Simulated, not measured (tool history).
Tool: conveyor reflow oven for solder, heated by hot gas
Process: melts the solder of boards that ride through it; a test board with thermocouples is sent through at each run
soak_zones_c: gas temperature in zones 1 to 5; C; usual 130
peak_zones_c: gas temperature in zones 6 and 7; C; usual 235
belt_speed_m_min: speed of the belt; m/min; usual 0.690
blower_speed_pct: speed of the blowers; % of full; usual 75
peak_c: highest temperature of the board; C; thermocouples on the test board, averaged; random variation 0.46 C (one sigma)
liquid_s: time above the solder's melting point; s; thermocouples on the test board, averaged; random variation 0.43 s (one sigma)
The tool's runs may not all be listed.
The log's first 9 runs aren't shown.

run    hour  soak_zones_c  peak_zones_c  belt_speed_m_min  blower_speed_pct  hours of work since the flux was cleaned out  hours of work since the belt drive was overhauled  hours of work since the thermocouples were changed  peak_c  liquid_s
 10   400.5           130           235             0.690                57                                           298                                                492                                                 591   207.2      34.7
 11   457.1           130           235             0.690                57                                           329                                                523                                                 622   207.5      35.8
 12   509.3           130           235             0.690                57                                           358                                                552                                                 651   207.2      35.1
 13   537.5           130           235             0.690                57                                           373                                                568                                                 666   206.7      34.1
 14   604.5           130           235             0.690                57                                           410                                                605                                                 703   206.1      34.8
      628.5  -- flux residue cleaned out of gas plates and filters
 15   662.9           130           235             0.604                75                                            19                                                634                                                 733   219.6      53.1
 16   713.7           137           235             0.668                75                                            47                                                662                                                 761   218.1      47.5
 17   752.1           122           226             0.681                75                                            68                                                684                                                 782   207.1      35.6
 18   813.0           122           226             0.681                75                                           102                                                717                                                 816   207.0      34.5
 19   873.6           117           232             0.598                59                                           135                                                751                                                 849   209.8      42.0
 20   904.7           124           233             0.819                56                                           152                                                768                                                 866   197.2      19.1
 21   935.6           124           233             0.819                56                                           170                                                785                                                 883   197.0      18.7
 22  1002.2           142           232             0.819                56                                           206                                                822                                                 920   201.9      27.7

Forecast run 23:
 23  1050.5           130           235             0.600                75                                           233                                                848                                                 947       ?         ?

{"run 23": {"peak_c": 219.1, "liquid_s": 52.7}}
Without the tool's hidden state the same run would have given peak_c 221.6 C, liquid_s 53.6 s.
